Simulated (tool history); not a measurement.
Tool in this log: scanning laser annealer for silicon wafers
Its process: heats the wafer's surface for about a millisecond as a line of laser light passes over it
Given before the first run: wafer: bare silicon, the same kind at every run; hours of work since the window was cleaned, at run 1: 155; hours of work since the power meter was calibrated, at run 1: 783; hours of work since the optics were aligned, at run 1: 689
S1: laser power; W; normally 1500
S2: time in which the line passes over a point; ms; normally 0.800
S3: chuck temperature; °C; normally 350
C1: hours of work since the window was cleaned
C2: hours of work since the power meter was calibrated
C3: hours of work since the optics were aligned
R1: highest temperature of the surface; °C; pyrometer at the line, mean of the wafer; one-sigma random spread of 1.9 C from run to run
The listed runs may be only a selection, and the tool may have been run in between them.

run	hour	S1	S2	S3	C1	C2	C3	R1
1	0.0	1500	0.800	350	155	783	689	1076
2	49.0	1500	0.800	350	185	812	718	1073
3	107.6	1500	0.800	350	219	847	753	1067
4	150.6	1380	0.800	350	245	872	778	1009
5	189.9	1500	0.800	350	268	896	802	1062
6	281.7	1500	0.800	350	323	950	856	1063
7	348.8	1500	0.955	350	363	990	896	1122
# hour 364.7: window over the wafer cleaned
8	437.3	1500	0.955	350	43	1041	948	1149
9	530.3	1486	0.869	387	98	1097	1003	1142
10	568.5	1486	0.869	387	121	1119	1025	1137
11	652.1	1500	0.965	319	171	1169	1075	1113
12	720.1	1349	0.965	379	211	1209	1116	1092
13	772.7	1349	0.965	379	242	1241	1147	1087

Forecast each of these 5 alternatives for the next run:
A	861.0	1500	0.836	350	295	1293	1199	?
B	861.0	1500	0.864	345	295	1293	1199	?
C	861.0	1384	0.636	383	295	1293	1199	?
D	861.0	1349	0.965	377	295	1293	1199	?
E	861.0	1367	0.965	362	295	1293	1199	?

run	R1
A	1079
B	1085
C	964
D	1078
E	1074
Stripped of hidden state, with their random variation kept, the same runs would have yielded:
run	R1
A	1115
B	1121
C	993
D	1112
E	1108
